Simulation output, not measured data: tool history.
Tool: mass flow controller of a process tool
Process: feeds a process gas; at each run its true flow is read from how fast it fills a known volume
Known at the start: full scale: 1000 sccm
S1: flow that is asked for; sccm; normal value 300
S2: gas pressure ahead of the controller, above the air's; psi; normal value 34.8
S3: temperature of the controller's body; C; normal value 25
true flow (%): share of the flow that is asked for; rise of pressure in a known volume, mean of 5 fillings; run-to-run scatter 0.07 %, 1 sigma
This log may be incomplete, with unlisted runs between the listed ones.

Run 1, day 0: usual settings. Result: true flow (%) 96.15.
Run 2, day 21.804: usual settings. Result: true flow (%) 95.97.
Run 3, day 35.204: usual settings but S3 37 C. Result: true flow (%) 96.71.
Run 4, day 52.833: usual settings but S3 37 C. Result: true flow (%) 96.59.
Run 5, day 65.238: usual settings but S3 37 C. Result: true flow (%) 96.59.
Run 6, day 84.575: usual settings but S3 37 C. Result: true flow (%) 96.53.
Run 7, day 107.258: usual settings but S3 37 C. Result: true flow (%) 96.35.
Run 8, day 120.1: usual settings but S3 37 C. Result: true flow (%) 96.18.
Run 9, day 143.921: usual settings but S3 37 C. Result: true flow (%) 96.18.
Run 10, day 163.046: usual settings. Result: true flow (%) 95.47.
Run 11, day 180.042: usual settings. Result: true flow (%) 95.37.
Run 12, day 199.617: usual settings. Result: true flow (%) 95.33.
Run 13, day 222.796: usual settings but S1 218 sccm. Result: true flow (%) 94.59.
Run 14, day 233.529: usual settings but S1 218 sccm. Result: true flow (%) 94.6.
Run 15, day 256.708: usual settings but S1 990 sccm, S2 26 psi. Result: true flow (%) 97.83.
Run 16, day 272.104: usual settings but S1 990 sccm, S2 26 psi. Result: true flow (%) 97.66.
Run 17, day 283.058: usual settings but S1 990 sccm, S2 26 psi. Result: true flow (%) 97.68.
Run 18, day 293.617: usual settings but S1 811 sccm, S2 30.9 psi. Result: true flow (%) 97.16.
Run 19, day 305.725: usual settings but S1 435 sccm, S2 24.2 psi, S3 34 C. Result: true flow (%) 95.93.
Run 20, day 328.096: usual settings but S1 435 sccm, S2 20.9 psi, S3 30 C. Result: true flow (%) 95.45.
Run 21, day 339.296: usual settings but S1 153 sccm, S2 20.3 psi, S3 24 C. Result: true flow (%) 92.89.
Run 22, day 351.046: usual settings but S1 153 sccm, S2 20.3 psi, S3 24 C. Result: true flow (%) 92.79.
Run 23, day 369.858: usual settings but S1 529 sccm, S2 24.2 psi, S3 31 C. Result: true flow (%) 95.98.
Run 24, day 392.583: usual settings but S1 529 sccm, S2 24.2 psi, S3 32 C. Result: true flow (%) 95.77.
At day 394.388: controller's zero set anew.
Run 25, day 402.867: usual settings but S1 529 sccm, S2 24.2 psi, S3 32 C. Result: true flow (%) 96.45.
At day 422.133: controller exchanged for a calibrated one.
Run 26, day 426.838: usual settings but S1 529 sccm, S2 24.2 psi, S3 32 C. Result: true flow (%) 98.85.

Measured result minus the same run's result without the hidden state. Both carry the same run-to-run variation, though not necessarily the same gauge scatter:
Hidden state present: flow at rest that the sensor doesn't see, % of full scale; true flow over the shown one, %; drift of the gauge itself on true_pct, %.
run  true flow (%)
  1          -1.58
  2          -1.67
  3          -1.74
  4          -1.82
  5          -1.87
  6          -1.96
  7          -2.07
  8          -2.13
  9          -2.24
 10          -2.33
 11          -2.41
 12          -2.49
 13          -2.88
 14          -2.93
 15          -2.18
 16          -2.23
 17          -2.27
 18          -2.36
 19          -2.69
 20          -2.76
 21          -4.05
 22          -4.13
 23           -2.8
 24          -2.88
 25          -2.39
 26          +0.08
